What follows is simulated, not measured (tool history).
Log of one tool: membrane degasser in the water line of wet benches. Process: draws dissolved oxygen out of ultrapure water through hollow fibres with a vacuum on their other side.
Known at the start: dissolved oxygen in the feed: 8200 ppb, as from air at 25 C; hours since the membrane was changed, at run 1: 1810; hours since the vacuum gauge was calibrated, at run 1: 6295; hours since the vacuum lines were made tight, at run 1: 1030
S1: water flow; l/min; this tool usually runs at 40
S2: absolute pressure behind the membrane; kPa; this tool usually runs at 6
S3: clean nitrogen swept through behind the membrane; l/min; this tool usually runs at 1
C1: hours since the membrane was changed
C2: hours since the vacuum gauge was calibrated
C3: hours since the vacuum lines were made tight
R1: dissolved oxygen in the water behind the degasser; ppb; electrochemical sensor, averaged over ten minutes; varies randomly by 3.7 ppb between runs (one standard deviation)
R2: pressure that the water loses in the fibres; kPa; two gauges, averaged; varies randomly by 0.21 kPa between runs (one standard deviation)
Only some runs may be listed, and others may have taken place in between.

{"run": 1, "day": 0.0, "S1": 40, "S2": 6, "S3": 1, "C1": 1810, "C2": 6295, "C3": 1030, "R1": 363.6, "R2": 50.47}
{"run": 2, "day": 0.821, "S1": 40, "S2": 6, "S3": 1, "C1": 1830, "C2": 6314, "C3": 1050, "R1": 362.8, "R2": 49.48}
{"run": 3, "day": 2.375, "S1": 40, "S2": 6, "S3": 1, "C1": 1867, "C2": 6351, "C3": 1087, "R1": 368.8, "R2": 49.84}
{"run": 4, "day": 4.217, "S1": 40, "S2": 6, "S3": 1, "C1": 1911, "C2": 6396, "C3": 1132, "R1": 364.3, "R2": 49.87}
{"run": 5, "day": 5.383, "S1": 40, "S2": 6, "S3": 1, "C1": 1939, "C2": 6424, "C3": 1160, "R1": 368.5, "R2": 50.01}
{"run": 6, "day": 7.279, "S1": 40, "S2": 6, "S3": 0.7, "C1": 1985, "C2": 6469, "C3": 1205, "R1": 429.4, "R2": 50.12}
{"run": 7, "day": 8.638, "S1": 40, "S2": 6, "S3": 0.7, "C1": 2017, "C2": 6502, "C3": 1238, "R1": 432.5, "R2": 49.76}
{"run": 8, "day": 9.475, "S1": 40, "S2": 6, "S3": 1, "C1": 2038, "C2": 6522, "C3": 1258, "R1": 364.5, "R2": 49.83}
{"run": 9, "day": 11.2, "S1": 40, "S2": 6, "S3": 0.44, "C1": 2079, "C2": 6563, "C3": 1299, "R1": 531.4, "R2": 50.2}
{"run": 10, "day": 11.979, "S1": 40, "S2": 6, "S3": 0.44, "C1": 2098, "C2": 6582, "C3": 1318, "R1": 536.4, "R2": 49.55}
{"run": 11, "day": 13.533, "S1": 40, "S2": 6, "S3": 0.44, "C1": 2135, "C2": 6619, "C3": 1355, "R1": 541.8, "R2": 49.79}
{"run": 12, "day": 14.492, "S1": 55, "S2": 14.16, "S3": 1, "C1": 2158, "C2": 6642, "C3": 1378, "R1": 1199.2, "R2": 68.41}
{"run": 13, "day": 15.812, "S1": 55, "S2": 14.16, "S3": 1, "C1": 2190, "C2": 6674, "C3": 1410, "R1": 1201.2, "R2": 67.91}
{"run": 14, "day": 17.521, "S1": 55, "S2": 14.16, "S3": 1, "C1": 2231, "C2": 6715, "C3": 1451, "R1": 1227.9, "R2": 68}
{"run": 15, "day": 18.354, "S1": 32, "S2": 5.71, "S3": 1.29, "C1": 2251, "C2": 6735, "C3": 1471, "R1": 236.7, "R2": 39.53}
{"run": 16, "day": 19.179, "S1": 32, "S2": 5.71, "S3": 1.29, "C1": 2270, "C2": 6755, "C3": 1491, "R1": 233.2, "R2": 39.27}
{"run": 17, "day": 20.462, "S1": 32, "S2": 4.33, "S3": 0.48, "C1": 2301, "C2": 6786, "C3": 1522, "R1": 233.3, "R2": 39.71}
{"run": 18, "day": 22.329, "S1": 49, "S2": 5.27, "S3": 0.76, "C1": 2346, "C2": 6830, "C3": 1566, "R1": 426.7, "R2": 60.2}
{"run": 19, "day": 23.825, "S1": 49, "S2": 5.27, "S3": 0.76, "C1": 2382, "C2": 6866, "C3": 1602, "R1": 431.1, "R2": 60.25}
{"run": 20, "day": 25.458, "S1": 49, "S2": 5.27, "S3": 0.76, "C1": 2421, "C2": 6906, "C3": 1641, "R1": 431.5, "R2": 59.95}
{"run": 21, "day": 26.383, "S1": 28, "S2": 4.47, "S3": 1.13, "C1": 2443, "C2": 6928, "C3": 1664, "R1": 146.4, "R2": 34.36}

Below are 4 alternative next runs, each starting from the tool's condition after run 21. Predict each:
{"run": "A", "day": 27.629, "S1": 40, "S2": 6.02, "S3": 0.87, "C1": 2473, "C2": 6958, "C3": 1694, "R1": "?", "R2": "?"}
{"run": "B", "day": 27.629, "S1": 30, "S2": 14.98, "S3": 0.91, "C1": 2473, "C2": 6958, "C3": 1694, "R1": "?", "R2": "?"}
{"run": "C", "day": 27.629, "S1": 59, "S2": 6, "S3": 1, "C1": 2473, "C2": 6958, "C3": 1694, "R1": "?", "R2": "?"}
{"run": "D", "day": 27.629, "S1": 26, "S2": 10.32, "S3": 1.13, "C1": 2473, "C2": 6958, "C3": 1694, "R1": "?", "R2": "?"}

run=A R1=394.7 R2=49.31
run=B R1=828.6 R2=36.96
run=C R1=558 R2=72.71
run=D R1=410.3 R2=32.33
Had the tool no hidden state, the same runs would have come out as:
run=A R1=394.3 R2=50.41
run=B R1=828.4 R2=37.79
run=C R1=557.6 R2=74.33
run=D R1=410.1 R2=33.04

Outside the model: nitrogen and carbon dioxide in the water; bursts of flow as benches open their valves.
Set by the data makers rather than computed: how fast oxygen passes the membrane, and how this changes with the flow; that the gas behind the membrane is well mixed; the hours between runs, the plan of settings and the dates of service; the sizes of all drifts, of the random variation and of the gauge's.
